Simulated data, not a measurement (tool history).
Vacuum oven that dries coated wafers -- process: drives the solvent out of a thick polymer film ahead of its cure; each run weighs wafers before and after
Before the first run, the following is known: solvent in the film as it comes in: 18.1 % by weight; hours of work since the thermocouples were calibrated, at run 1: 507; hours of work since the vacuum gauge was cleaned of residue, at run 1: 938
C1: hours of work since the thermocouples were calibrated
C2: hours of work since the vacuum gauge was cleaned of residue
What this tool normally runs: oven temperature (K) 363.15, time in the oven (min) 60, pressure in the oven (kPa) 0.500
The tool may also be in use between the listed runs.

Run 1, hour 0.0: usual settings; C1 507; C2 938. Result: solvent left in the film (%) 2.50.
Run 2, hour 32.3: usual settings but pressure in the oven (kPa) 2.000; C1 520; C2 952. Result: solvent left in the film (%) 3.07.
Run 3, hour 76.7: usual settings but pressure in the oven (kPa) 2.000; C1 538; C2 970. Result: solvent left in the film (%) 3.09.
Run 4, hour 99.8: usual settings but oven temperature (K) 367.15, pressure in the oven (kPa) 2.000; C1 547; C2 979. Result: solvent left in the film (%) 2.13.
Run 5, hour 154.9: usual settings but time in the oven (min) 99; C1 570; C2 1001. Result: solvent left in the film (%) 0.88.
Run 6, hour 178.9: usual settings but time in the oven (min) 38; C1 579; C2 1011. Result: solvent left in the film (%) 4.76.
Run 7, hour 223.1: usual settings but time in the oven (min) 104; C1 597; C2 1029. Result: solvent left in the film (%) 0.89.
Run 8, hour 260.4: usual settings but time in the oven (min) 104; C1 612; C2 1044. Result: solvent left in the film (%) 0.84.
Run 9, hour 308.2: usual settings but time in the oven (min) 104; C1 632; C2 1064. Result: solvent left in the film (%) 0.82.
Run 10, hour 358.8: usual settings but time in the oven (min) 104; C1 652; C2 1084. Result: solvent left in the film (%) 0.89.
Run 11, hour 415.6: usual settings but time in the oven (min) 104; C1 675; C2 1107. Result: solvent left in the film (%) 0.81.
Run 12, hour 470.1: usual settings but time in the oven (min) 104; C1 698; C2 1129. Result: solvent left in the film (%) 0.79.
Run 13, hour 513.5: usual settings but time in the oven (min) 104; C1 715; C2 1147. Result: solvent left in the film (%) 0.79.
Run 14, hour 558.1: usual settings but time in the oven (min) 104; C1 733; C2 1165. Result: solvent left in the film (%) 0.80.
Run 15, hour 589.5: usual settings but pressure in the oven (kPa) 0.253; C1 746; C2 1178. Result: solvent left in the film (%) 2.49.
Run 16, hour 625.2: usual settings but pressure in the oven (kPa) 0.253; C1 760; C2 1192. Result: solvent left in the film (%) 2.49.
Run 17, hour 648.3: usual settings; C1 770; C2 1201. Result: solvent left in the film (%) 2.61.
At hour 652.9: vacuum gauge cleaned of residue and calibrated.
Run 18, hour 677.5: usual settings; C1 781; C2 10. Result: solvent left in the film (%) 2.57.
Run 19, hour 734.4: usual settings; C1 804; C2 33. Result: solvent left in the film (%) 2.61.
Run 20, hour 777.4: usual settings but oven temperature (K) 367.15; C1 822; C2 51. Result: solvent left in the film (%) 1.63.
Run 21, hour 814.1: usual settings but oven temperature (K) 367.15; C1 836; C2 65. Result: solvent left in the film (%) 1.66.
Run 22, hour 859.6: usual settings but oven temperature (K) 367.15; C1 855; C2 84. Result: solvent left in the film (%) 1.76.
Run 23, hour 905.6: usual settings but oven temperature (K) 367.15; C1 874; C2 103. Result: solvent left in the film (%) 1.65.
Run 24, hour 939.7: usual settings but time in the oven (min) 86, pressure in the oven (kPa) 0.254; C1 887; C2 116. Result: solvent left in the film (%) 1.22.
Run 25, hour 984.8: usual settings but oven temperature (K) 351.15, time in the oven (min) 102, pressure in the oven (kPa) 0.261; C1 906; C2 135. Result: solvent left in the film (%) 3.48.
Run 26, hour 1014.7: usual settings but oven temperature (K) 360.15, time in the oven (min) 102, pressure in the oven (kPa) 1.449; C1 918; C2 147. Result: solvent left in the film (%) 1.79.
Run 27, hour 1039.1: usual settings but time in the oven (min) 80; C1 928; C2 157. Result: solvent left in the film (%) 1.55.
Run 28, hour 1085.8: usual settings but time in the oven (min) 80; C1 947; C2 176. Result: solvent left in the film (%) 1.56.
Run 29, hour 1140.3: usual settings but oven temperature (K) 364.15, time in the oven (min) 80; C1 969; C2 198. Result: solvent left in the film (%) 1.44.
Run 30, hour 1193.3: usual settings but oven temperature (K) 364.15, time in the oven (min) 80; C1 990; C2 219. Result: solvent left in the film (%) 1.38.
Run 31, hour 1229.4: usual settings but oven temperature (K) 364.15, time in the oven (min) 80; C1 1005; C2 234. Result: solvent left in the film (%) 1.39.
Run 32, hour 1282.6: usual settings but pressure in the oven (kPa) 0.277; C1 1026; C2 255. Result: solvent left in the film (%) 2.67.
Run 33, hour 1324.6: usual settings but pressure in the oven (kPa) 0.277; C1 1044; C2 272. Result: solvent left in the film (%) 2.62.
Run 34, hour 1378.2: usual settings but oven temperature (K) 353.15, time in the oven (min) 37, pressure in the oven (kPa) 0.936; C1 1065; C2 294. Result: solvent left in the film (%) 8.44.
Run 35, hour 1428.9: usual settings but oven temperature (K) 353.15, time in the oven (min) 37, pressure in the oven (kPa) 0.936; C1 1086; C2 315. Result: solvent left in the film (%) 8.40.
Run 36, hour 1457.6: usual settings but oven temperature (K) 349.15, time in the oven (min) 37, pressure in the oven (kPa) 0.831; C1 1098; C2 326. Result: solvent left in the film (%) 9.66.
Run 37, hour 1508.1: usual settings but oven temperature (K) 349.15, time in the oven (min) 37, pressure in the oven (kPa) 0.831; C1 1118; C2 347. Result: solvent left in the film (%) 9.54.
Run 38, hour 1534.6: usual settings but oven temperature (K) 349.15, time in the oven (min) 37, pressure in the oven (kPa) 0.831; C1 1129; C2 358. Result: solvent left in the film (%) 9.61.
Run 39, hour 1577.4: usual settings but oven temperature (K) 349.15, time in the oven (min) 37, pressure in the oven (kPa) 0.841; C1 1146; C2 375. Result: solvent left in the film (%) 9.58.
Run 40, hour 1633.5: usual settings but oven temperature (K) 353.15, time in the oven (min) 57; C1 1169; C2 398. Result: solvent left in the film (%) 6.12.
Run 41, hour 1680.4: usual settings but oven temperature (K) 372.15, time in the oven (min) 44; C1 1188; C2 417. Result: solvent left in the film (%) 1.91.
Run 42, hour 1724.9: usual settings but oven temperature (K) 355.15, time in the oven (min) 44, pressure in the oven (kPa) 0.313; C1 1206; C2 435. Result: solvent left in the film (%) 6.82.
Run 43, hour 1777.7: usual settings but oven temperature (K) 371.15, pressure in the oven (kPa) 0.977; C1 1227; C2 456. Result: solvent left in the film (%) 1.29.
Run 44, hour 1809.3: usual settings but oven temperature (K) 377.15, time in the oven (min) 86, pressure in the oven (kPa) 0.679; C1 1240; C2 469. Result: solvent left in the film (%) 0.26.
Run 45, hour 1861.9: usual settings but oven temperature (K) 351.15, time in the oven (min) 86, pressure in the oven (kPa) 0.617; C1 1262; C2 490. Result: solvent left in the film (%) 4.82.
Run 46, hour 1899.1: usual settings but oven temperature (K) 367.15, time in the oven (min) 30; C1 1277; C2 506. Result: solvent left in the film (%) 5.02.

Entry by entry between the runs, the difference in hidden state between the last listed run before and the first listed run after:
Logged between run 17 and run 18: vacuum gauge cleaned of residue and calibrated (hour 652.9)
  true wafer temperature over the reading, C: -1.76 -> -1.78; true pressure over the reading, kPa: 0.122 -> 0.016
  the result without the hidden state subtracted from the measured one, solvent left in the film (%): +0.47 -> +0.44
